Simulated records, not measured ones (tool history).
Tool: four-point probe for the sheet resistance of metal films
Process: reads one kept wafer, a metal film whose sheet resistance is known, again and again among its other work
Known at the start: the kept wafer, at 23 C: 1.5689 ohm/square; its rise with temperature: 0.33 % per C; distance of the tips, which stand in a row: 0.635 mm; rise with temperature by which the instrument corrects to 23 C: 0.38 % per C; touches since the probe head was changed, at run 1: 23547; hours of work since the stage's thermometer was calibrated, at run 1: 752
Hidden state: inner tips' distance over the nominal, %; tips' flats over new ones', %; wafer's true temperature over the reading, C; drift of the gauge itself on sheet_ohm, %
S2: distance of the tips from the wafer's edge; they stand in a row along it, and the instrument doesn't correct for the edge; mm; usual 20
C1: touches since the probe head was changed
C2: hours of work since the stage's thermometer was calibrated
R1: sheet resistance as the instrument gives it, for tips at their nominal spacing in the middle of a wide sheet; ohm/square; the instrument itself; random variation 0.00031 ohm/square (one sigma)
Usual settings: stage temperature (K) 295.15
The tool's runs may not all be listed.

Run 1, hour 0.0: usual settings; C1 23547; C2 752. Result: R1 1.568209 ohm/square.
Run 2, hour 33.8: usual settings but S2 57 mm; C1 24380; C2 774. Result: R1 1.567705 ohm/square.
Run 3, hour 65.1: usual settings but S2 57 mm; C1 25153; C2 795. Result: R1 1.567237 ohm/square.
Run 4, hour 107.4: usual settings but S2 57 mm; C1 26197; C2 824. Result: R1 1.567508 ohm/square.
Run 5, hour 168.5: usual settings but S2 57 mm; C1 27704; C2 865. Result: R1 1.567209 ohm/square.
Run 6, hour 206.4: usual settings; C1 28638; C2 890. Result: R1 1.567826 ohm/square.
Run 7, hour 258.2: usual settings; C1 29918; C2 925. Result: R1 1.567484 ohm/square.
Run 8, hour 317.0: usual settings; C1 31367; C2 965. Result: R1 1.567235 ohm/square.
Run 9, hour 359.9: usual settings but stage temperature (K) 301.15; C1 32426; C2 994. Result: R1 1.563136 ohm/square.
Run 10, hour 404.8: usual settings but stage temperature (K) 301.15; C1 33534; C2 1024. Result: R1 1.562865 ohm/square.
Run 11, hour 447.3: usual settings; C1 34583; C2 1052. Result: R1 1.566314 ohm/square.
Run 12, hour 490.6: usual settings; C1 35648; C2 1081. Result: R1 1.566126 ohm/square.
Run 13, hour 531.9: usual settings; C1 36668; C2 1109. Result: R1 1.565900 ohm/square.

Run 14 comes next. What will it give?
At hour 535.3: stage's thermometer calibrated.
Run 14, hour 564.0: usual settings; C1 37449; C2 19. Result: R1 ?.

Run 14 gave R1 1.567143 ohm/square.
Without the tool's hidden state the same run would have given R1 1.570659 ohm/square.
